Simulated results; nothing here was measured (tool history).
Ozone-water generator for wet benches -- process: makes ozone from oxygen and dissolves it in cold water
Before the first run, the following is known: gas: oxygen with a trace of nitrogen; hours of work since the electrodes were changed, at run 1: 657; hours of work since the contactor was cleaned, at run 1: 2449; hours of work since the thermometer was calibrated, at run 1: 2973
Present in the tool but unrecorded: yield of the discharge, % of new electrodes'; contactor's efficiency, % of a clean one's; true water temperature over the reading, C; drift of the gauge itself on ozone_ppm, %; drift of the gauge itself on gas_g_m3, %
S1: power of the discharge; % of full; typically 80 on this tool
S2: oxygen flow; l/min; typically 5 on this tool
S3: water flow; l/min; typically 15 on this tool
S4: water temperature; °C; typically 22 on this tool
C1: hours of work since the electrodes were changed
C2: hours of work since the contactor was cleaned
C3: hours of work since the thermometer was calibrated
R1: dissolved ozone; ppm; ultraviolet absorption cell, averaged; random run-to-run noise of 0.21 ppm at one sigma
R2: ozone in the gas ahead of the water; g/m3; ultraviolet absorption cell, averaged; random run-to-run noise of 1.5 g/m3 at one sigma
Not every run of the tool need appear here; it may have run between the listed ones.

| run | hour | S1 | S2 | S3 | S4 | C1 | C2 | C3 | R1 | R2 |
|---|---|---|---|---|---|---|---|---|---|---|
| 1 | 0 | 80 | 5 | 15 | 22 | 657 | 2449 | 2973 | 28.2 | 277.3 |
| 2 | 24.4 | 80 | 5 | 15 | 22 | 677 | 2470 | 2994 | 28.3 | 275.1 |
| 3 | 57.7 | 80 | 5 | 15 | 22 | 705 | 2497 | 3021 | 27.8 | 274.2 |
| 4 | 75.4 | 80 | 5 | 15 | 22 | 720 | 2512 | 3036 | 28 | 275.6 |
| 5 | 104.5 | 80 | 5 | 15 | 22 | 744 | 2536 | 3060 | 27.8 | 275.8 |
| 6 | 137.9 | 80 | 5 | 14 | 22 | 772 | 2564 | 3088 | 29.3 | 273.8 |
| 7 | 159.5 | 80 | 5 | 14 | 22 | 790 | 2582 | 3106 | 29.5 | 274.2 |
| 8 | 176.6 | 80 | 5 | 14 | 22 | 804 | 2596 | 3120 | 29.5 | 275.4 |
| 9 | 191 | 80 | 5 | 14 | 22 | 816 | 2608 | 3132 | 29.5 | 275.4 |
| 10 | 214.5 | 80 | 5 | 15 | 22 | 835 | 2628 | 3152 | 28.1 | 274.2 |
| 11 | 231 | 59 | 4.89 | 15 | 27 | 849 | 2642 | 3166 | 19.3 | 210.2 |
| 12 | 258.8 | 59 | 3.03 | 15 | 27 | 872 | 2665 | 3189 | 19.8 | 270.1 |
| 13 | 284.2 | 59 | 3.03 | 15 | 27 | 893 | 2686 | 3210 | 19.9 | 270.2 |

Run 14, settings as shown, results not yet in. Your forecast:
| 14 | 305.9 | 80 | 5 | 19 | 22 | 911 | 2704 | 3228 | ? | ? |

R1: 23.1 ppm
R2: 272.8 g/m3
Were there no unlogged condition in the tool, this run, its random variation unchanged, would have produced R1 25.2 ppm, R2 282.9 g/m3.

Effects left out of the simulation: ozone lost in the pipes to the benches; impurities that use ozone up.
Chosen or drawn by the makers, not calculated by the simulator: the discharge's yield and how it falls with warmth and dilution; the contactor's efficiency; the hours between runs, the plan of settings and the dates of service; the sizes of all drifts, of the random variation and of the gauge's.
